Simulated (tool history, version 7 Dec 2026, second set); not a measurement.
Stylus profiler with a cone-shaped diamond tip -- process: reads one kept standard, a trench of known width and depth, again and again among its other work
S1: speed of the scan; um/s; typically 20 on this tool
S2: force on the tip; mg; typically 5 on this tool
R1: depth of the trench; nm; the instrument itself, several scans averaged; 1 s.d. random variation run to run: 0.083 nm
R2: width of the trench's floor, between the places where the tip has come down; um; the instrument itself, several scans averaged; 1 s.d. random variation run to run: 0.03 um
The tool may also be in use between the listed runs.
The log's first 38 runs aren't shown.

Run 39, hour 1882.7: usual settings but S1 23 um/s, S2 4.97 mg. Result: R1 203.99 nm, R2 47.51 um.
Run 40, hour 1929: usual settings but S1 9 um/s, S2 1.89 mg. Result: R1 202.1 nm, R2 47.5 um.
Run 41, hour 1988.1: usual settings but S1 15 um/s, S2 1.83 mg. Result: R1 202.01 nm, R2 47.36 um.
Run 42, hour 2054.9: usual settings but S1 15 um/s, S2 1.83 mg. Result: R1 202.02 nm, R2 47.27 um.
Run 43, hour 2101.9: usual settings but S2 1.83 mg. Result: R1 201.94 nm, R2 47.17 um.
Run 44, hour 2162.1: usual settings but S2 1.83 mg. Result: R1 201.77 nm, R2 47.14 um.
Run 45, hour 2220.5: usual settings but S1 6 um/s, S2 2.77 mg. Result: R1 202.37 nm, R2 47.04 um.
Run 46, hour 2255.4: usual settings but S1 6 um/s, S2 2.77 mg. Result: R1 202.53 nm, R2 47.01 um.

Forecast each of these 3 alternatives for the next run:
Run A, hour 2284: usual settings but S1 6 um/s, S2 12.91 mg. Result: R1 ?, R2 ?.
Run B, hour 2284: usual settings but S1 13 um/s, S2 10.31 mg. Result: R1 ?, R2 ?.
Run C, hour 2284: usual settings but S1 38 um/s, S2 2.98 mg. Result: R1 ?, R2 ?.

run      R1     R2
  A  207.22  47.06
  B  206.24  46.99
  C  202.63  46.94
Stripped of hidden state, with their random variation kept, the same runs would have yielded:
run      R1     R2
  A  207.44   48.1
  B  206.46  48.03
  C  202.86  47.97

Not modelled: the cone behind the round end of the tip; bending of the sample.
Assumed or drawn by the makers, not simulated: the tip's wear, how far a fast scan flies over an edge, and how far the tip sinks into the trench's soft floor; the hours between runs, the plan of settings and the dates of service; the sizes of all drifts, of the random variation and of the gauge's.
